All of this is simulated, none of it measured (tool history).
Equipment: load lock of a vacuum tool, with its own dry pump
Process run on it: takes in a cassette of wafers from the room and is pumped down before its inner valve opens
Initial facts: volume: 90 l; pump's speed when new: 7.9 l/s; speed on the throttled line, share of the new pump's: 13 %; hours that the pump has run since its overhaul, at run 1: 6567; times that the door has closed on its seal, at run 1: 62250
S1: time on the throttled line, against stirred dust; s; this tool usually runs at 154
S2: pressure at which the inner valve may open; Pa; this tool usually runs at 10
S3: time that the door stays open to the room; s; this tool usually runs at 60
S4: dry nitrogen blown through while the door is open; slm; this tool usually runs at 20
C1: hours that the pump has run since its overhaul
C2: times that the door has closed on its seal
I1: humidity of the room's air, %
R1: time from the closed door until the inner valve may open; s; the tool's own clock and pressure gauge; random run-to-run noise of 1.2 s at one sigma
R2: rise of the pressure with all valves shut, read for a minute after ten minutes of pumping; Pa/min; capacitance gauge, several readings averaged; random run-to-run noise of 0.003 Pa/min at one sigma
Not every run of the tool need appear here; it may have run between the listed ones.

{"run": 1, "hour": 0.0, "S1": 154, "S2": 10, "S3": 60, "S4": 20, "C1": 6567, "C2": 62250, "I1": 49.1, "R1": 246.6, "R2": 0.294}
{"run": 2, "hour": 141.9, "S1": 154, "S2": 10, "S3": 31, "S4": 20, "C1": 6709, "C2": 62876, "I1": 45.3, "R1": 245, "R2": 0.297}
{"run": 3, "hour": 275.6, "S1": 154, "S2": 10, "S3": 31, "S4": 20, "C1": 6843, "C2": 63465, "I1": 45.3, "R1": 248.9, "R2": 0.305}
{"run": 4, "hour": 489.6, "S1": 154, "S2": 10, "S3": 60, "S4": 11, "C1": 7057, "C2": 64409, "I1": 42.5, "R1": 246, "R2": 0.309}
{"run": 5, "hour": 674.4, "S1": 154, "S2": 10, "S3": 60, "S4": 11, "C1": 7241, "C2": 65223, "I1": 44, "R1": 247.6, "R2": 0.317}
{"run": 6, "hour": 856.9, "S1": 154, "S2": 19, "S3": 60, "S4": 20, "C1": 7424, "C2": 66028, "I1": 43.2, "R1": 238.3, "R2": 0.325}
{"run": 7, "hour": 994.8, "S1": 154, "S2": 19, "S3": 220, "S4": 20, "C1": 7562, "C2": 66635, "I1": 45.8, "R1": 236.6, "R2": 0.329}
{"run": 8, "hour": 1192.0, "S1": 154, "S2": 19, "S3": 220, "S4": 20, "C1": 7759, "C2": 67504, "I1": 44.5, "R1": 237.8, "R2": 0.343}
{"run": 9, "hour": 1324.3, "S1": 154, "S2": 19, "S3": 220, "S4": 20, "C1": 7891, "C2": 68088, "I1": 44.6, "R1": 239.5, "R2": 0.348}
{"run": 10, "hour": 1530.2, "S1": 154, "S2": 19, "S3": 220, "S4": 20, "C1": 8097, "C2": 68995, "I1": 46.2, "R1": 240, "R2": 0.351}
{"run": 11, "hour": 1647.6, "S1": 154, "S2": 19, "S3": 220, "S4": 20, "C1": 8215, "C2": 69513, "I1": 43, "R1": 237.7, "R2": 0.357}
{"hour": 1722.6, "done": "door's seal changed, seat wiped"}
{"run": 12, "hour": 1868.3, "S1": 154, "S2": 10, "S3": 60, "S4": 7, "C1": 8434, "C2": 642, "I1": 43.2, "R1": 246.3, "R2": 0.025}
{"run": 13, "hour": 2038.5, "S1": 218, "S2": 10, "S3": 60, "S4": 7, "C1": 8604, "C2": 1392, "I1": 47.8, "R1": 302.3, "R2": 0.016}
{"run": 14, "hour": 2138.6, "S1": 154, "S2": 10, "S3": 60, "S4": 20, "C1": 8704, "C2": 1834, "I1": 47.8, "R1": 250.1, "R2": 0.014}
{"run": 15, "hour": 2245.2, "S1": 154, "S2": 10, "S3": 60, "S4": 20, "C1": 8811, "C2": 2303, "I1": 44.4, "R1": 246.4, "R2": 0.016}
{"run": 16, "hour": 2407.3, "S1": 154, "S2": 10, "S3": 60, "S4": 20, "C1": 8973, "C2": 3018, "I1": 46.1, "R1": 245.4, "R2": 0.013}
{"run": 17, "hour": 2613.8, "S1": 154, "S2": 10, "S3": 60, "S4": 20, "C1": 9179, "C2": 3928, "I1": 44.7, "R1": 247.3, "R2": 0.012}
{"run": 18, "hour": 2818.6, "S1": 78, "S2": 18, "S3": 42, "S4": 17, "C1": 9384, "C2": 4831, "I1": 48.1, "R1": 175.5, "R2": 0.022}
{"run": 19, "hour": 2984.7, "S1": 78, "S2": 18, "S3": 64, "S4": 43, "C1": 9550, "C2": 5563, "I1": 48.3, "R1": 175.9, "R2": 0.02}
{"run": 20, "hour": 3179.6, "S1": 154, "S2": 9, "S3": 31, "S4": 20, "C1": 9745, "C2": 6422, "I1": 45, "R1": 250.3, "R2": 0.011}
{"run": 21, "hour": 3343.9, "S1": 85, "S2": 8, "S3": 60, "S4": 5, "C1": 9909, "C2": 7146, "I1": 44.3, "R1": 192.1, "R2": 0.032}
{"run": 22, "hour": 3490.7, "S1": 94, "S2": 8, "S3": 56, "S4": 5, "C1": 10056, "C2": 7794, "I1": 47, "R1": 201.4, "R2": 0.038}
{"run": 23, "hour": 3659.8, "S1": 81, "S2": 8, "S3": 157, "S4": 7, "C1": 10225, "C2": 8539, "I1": 44.9, "R1": 189.3, "R2": 0.044}
{"run": 24, "hour": 3782.7, "S1": 154, "S2": 10, "S3": 71, "S4": 15, "C1": 10348, "C2": 9080, "I1": 43.9, "R1": 249.8, "R2": 0.033}
{"run": 25, "hour": 4003.6, "S1": 129, "S2": 10, "S3": 197, "S4": 38, "C1": 10569, "C2": 10054, "I1": 47.9, "R1": 229.8, "R2": 0.033}
{"run": 26, "hour": 4201.4, "S1": 143, "S2": 8, "S3": 200, "S4": 28, "C1": 10767, "C2": 10926, "I1": 43.2, "R1": 242.8, "R2": 0.031}
{"run": 27, "hour": 4348.2, "S1": 302, "S2": 10, "S3": 60, "S4": 20, "C1": 10914, "C2": 11573, "I1": 45.5, "R1": 373.7, "R2": 0.033}
{"run": 28, "hour": 4480.7, "S1": 143, "S2": 12, "S3": 153, "S4": 5, "C1": 11046, "C2": 12157, "I1": 44.9, "R1": 238.9, "R2": 0.061}
{"run": 29, "hour": 4664.0, "S1": 143, "S2": 12, "S3": 153, "S4": 5, "C1": 11230, "C2": 12965, "I1": 43.8, "R1": 237.1, "R2": 0.061}

Below are 5 alternative next runs, each starting from the tool's condition after run 29. Predict each:
{"run": "A", "hour": 4771.1, "S1": 154, "S2": 15, "S3": 60, "S4": 20, "C1": 11337, "C2": 13437, "I1": 44.9, "R1": "?", "R2": "?"}
{"run": "B", "hour": 4771.1, "S1": 143, "S2": 12, "S3": 100, "S4": 42, "C1": 11337, "C2": 13437, "I1": 43.7, "R1": "?", "R2": "?"}
{"run": "C", "hour": 4771.1, "S1": 143, "S2": 12, "S3": 153, "S4": 31, "C1": 11337, "C2": 13437, "I1": 44.7, "R1": "?", "R2": "?"}
{"run": "D", "hour": 4771.1, "S1": 93, "S2": 12, "S3": 87, "S4": 35, "C1": 11337, "C2": 13437, "I1": 44.1, "R1": "?", "R2": "?"}
{"run": "E", "hour": 4771.1, "S1": 143, "S2": 15, "S3": 153, "S4": 4, "C1": 11337, "C2": 13437, "I1": 41.9, "R1": "?", "R2": "?"}

run=A R1=245.4 R2=0.035
run=B R1=240.4 R2=0.035
run=C R1=238.6 R2=0.036
run=D R1=196 R2=0.033
run=E R1=235.8 R2=0.06
The same runs, with their run-to-run variation unchanged, on a tool lacking any hidden condition would have given:
run=A R1=235.7 R2=0.007
run=B R1=230.4 R2=0.007
run=C R1=228.7 R2=0.007
run=D R1=185.3 R2=0.005
run=E R1=226.2 R2=0.031

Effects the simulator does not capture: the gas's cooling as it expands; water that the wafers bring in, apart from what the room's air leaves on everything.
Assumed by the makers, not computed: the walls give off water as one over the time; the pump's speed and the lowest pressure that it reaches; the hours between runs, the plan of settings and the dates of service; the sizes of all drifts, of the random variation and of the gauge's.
